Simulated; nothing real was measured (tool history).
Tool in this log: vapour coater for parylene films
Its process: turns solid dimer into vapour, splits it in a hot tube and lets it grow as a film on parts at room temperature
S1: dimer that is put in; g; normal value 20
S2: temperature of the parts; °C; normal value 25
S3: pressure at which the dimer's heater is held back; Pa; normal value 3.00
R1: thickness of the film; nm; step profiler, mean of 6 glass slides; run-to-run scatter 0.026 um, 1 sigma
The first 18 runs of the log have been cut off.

run	day	S1	S2	S3	R1
19	32.050	20	25	3.94	3760
20	34.133	20	25	3.94	3780
21	36.096	20	25	3.31	3880
22	37.938	19	36	10.77	2500
23	39.942	13	36	10.77	1690
24	41.738	20	34	9.87	2750
25	43.271	20	34	9.87	2780
# day 43.467: table's thermometer calibrated
26	44.542	8	30	4.72	1330
27	46.042	8	30	4.72	1300
28	47.692	8	30	4.72	1320
29	49.675	8	30	4.72	1300
# day 51.067: table's thermometer calibrated, once more
30	51.133	8	30	4.72	1270
31	52.308	16	27	2.14	3000
32	54.633	27	20	3.00	5570
33	56.800	27	20	2.35	5820
34	58.079	21	25	7.24	3520
35	59.729	30	25	3.95	5400
# day 61.896: trap's valve overhauled
36	62.071	26	32	10.90	3760
37	63.267	32	25	3.00	6330
38	65.229	19	22	2.83	4050
39	66.950	22	25	3.00	4320
40	68.092	18	24	3.48	3530

Below are 4 alternative next runs, each starting from the tool's condition after run 40. Predict each:
A	69.996	20	18	3.00	?
B	69.996	12	36	4.28	?
C	69.996	20	20	3.00	?
D	69.996	18	33	5.59	?

run	R1
A	4580
B	1790
C	4350
D	2730
What these runs would have given with no unlogged condition in the tool:
run	R1
A	4630
B	1810
C	4410
D	2770
